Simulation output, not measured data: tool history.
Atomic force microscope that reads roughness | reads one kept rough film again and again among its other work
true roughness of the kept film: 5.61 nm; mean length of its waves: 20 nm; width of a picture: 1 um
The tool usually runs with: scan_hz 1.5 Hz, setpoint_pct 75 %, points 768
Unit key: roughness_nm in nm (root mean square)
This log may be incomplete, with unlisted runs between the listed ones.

run 1 hour=0 | scan_hz=1.5 setpoint_pct=75 points=768 | roughness_nm=1.893
run 2 hour=14.5 | scan_hz=1.5 setpoint_pct=85 points=768 | roughness_nm=1.655
run 3 hour=33.9 | scan_hz=1.5 setpoint_pct=76 points=768 | roughness_nm=1.609
-- hour=49.1 new tip fitted
run 4 hour=56.5 | scan_hz=1.5 setpoint_pct=75 points=768 | roughness_nm=2.998
run 5 hour=77.5 | scan_hz=1.5 setpoint_pct=75 points=768 | roughness_nm=2.578
run 6 hour=88.8 | scan_hz=1.5 setpoint_pct=75 points=768 | roughness_nm=2.439
run 7 hour=100.2 | scan_hz=1.5 setpoint_pct=75 points=768 | roughness_nm=2.259
run 8 hour=117.9 | scan_hz=1.5 setpoint_pct=75 points=768 | roughness_nm=2.056
run 9 hour=135.1 | scan_hz=2.57 setpoint_pct=75 points=768 | roughness_nm=1.766
run 10 hour=155.7 | scan_hz=2.57 setpoint_pct=75 points=768 | roughness_nm=1.607
run 11 hour=173.7 | scan_hz=2.57 setpoint_pct=75 points=768 | roughness_nm=1.512
-- hour=186.3 new tip fitted
run 12 hour=189.6 | scan_hz=2.57 setpoint_pct=75 points=462 | roughness_nm=2.887
run 13 hour=211.8 | scan_hz=2.57 setpoint_pct=75 points=822 | roughness_nm=2.452
run 14 hour=225.9 | scan_hz=1.5 setpoint_pct=81 points=768 | roughness_nm=2.304
run 15 hour=238 | scan_hz=1.5 setpoint_pct=81 points=768 | roughness_nm=2.161
run 16 hour=249.4 | scan_hz=1.5 setpoint_pct=81 points=768 | roughness_nm=2.037
run 17 hour=269.1 | scan_hz=1.5 setpoint_pct=75 points=999 | roughness_nm=1.899
run 18 hour=291.2 | scan_hz=1.5 setpoint_pct=75 points=999 | roughness_nm=1.719
run 19 hour=313.9 | scan_hz=1.5 setpoint_pct=75 points=768 | roughness_nm=1.557
-- hour=323.3 new tip fitted
run 20 hour=331.1 | scan_hz=0.95 setpoint_pct=75 points=768 | roughness_nm=3.14
run 21 hour=349.7 | scan_hz=0.95 setpoint_pct=75 points=768 | roughness_nm=2.762
run 22 hour=362.3 | scan_hz=1.5 setpoint_pct=75 points=344 | roughness_nm=2.44
run 23 hour=378 | scan_hz=1.5 setpoint_pct=81 points=827 | roughness_nm=2.167
run 24 hour=391.1 | scan_hz=0.5 setpoint_pct=77 points=475 | roughness_nm=2.197
run 25 hour=406.5 | scan_hz=0.5 setpoint_pct=77 points=475 | roughness_nm=2.027
run 26 hour=416.1 | scan_hz=2.11 setpoint_pct=77 points=930 | roughness_nm=1.743
run 27 hour=429.9 | scan_hz=2.11 setpoint_pct=73 points=279 | roughness_nm=1.634
run 28 hour=439.3 | scan_hz=1.79 setpoint_pct=67 points=307 | roughness_nm=1.667
run 29 hour=452.3 | scan_hz=1.79 setpoint_pct=85 points=675 | roughness_nm=1.419
-- hour=459.6 new tip fitted
run 30 hour=475.6 | scan_hz=3.09 setpoint_pct=69 points=768 | roughness_nm=2.694
run 31 hour=486 | scan_hz=3.46 setpoint_pct=78 points=763 | roughness_nm=2.233
run 32 hour=504.3 | scan_hz=1.2 setpoint_pct=75 points=718 | roughness_nm=2.376
run 33 hour=522.6 | scan_hz=3.24 setpoint_pct=71 points=535 | roughness_nm=1.934
run 34 hour=539.6 | scan_hz=3.24 setpoint_pct=71 points=535 | roughness_nm=1.776
run 35 hour=560.9 | scan_hz=1.31 setpoint_pct=87 points=596 | roughness_nm=1.637
run 36 hour=581.1 | scan_hz=0.52 setpoint_pct=68 points=596 | roughness_nm=1.732
-- hour=597.3 new tip fitted
run 37 hour=599.2 | scan_hz=1.66 setpoint_pct=78 points=900 | roughness_nm=3.056
run 38 hour=614.3 | scan_hz=0.66 setpoint_pct=75 points=768 | roughness_nm=3.02
run 39 hour=624 | scan_hz=0.87 setpoint_pct=62 points=320 | roughness_nm=2.824
run 40 hour=638.4 | scan_hz=0.87 setpoint_pct=62 points=320 | roughness_nm=2.607

Branching from run 40: 3 alternative next runs. What would each branch give?
run A hour=651.3 | scan_hz=0.67 setpoint_pct=89 points=320 | roughness_nm=?
run B hour=651.3 | scan_hz=1.5 setpoint_pct=86 points=825 | roughness_nm=?
run C hour=651.3 | scan_hz=1.34 setpoint_pct=59 points=827 | roughness_nm=?

run=A roughness_nm=2.223
run=B roughness_nm=2.106
run=C roughness_nm=2.444
Had the tool no hidden state, the same runs would have come out as:
run=A roughness_nm=3.17
run=B roughness_nm=3.004
run=C roughness_nm=3.483
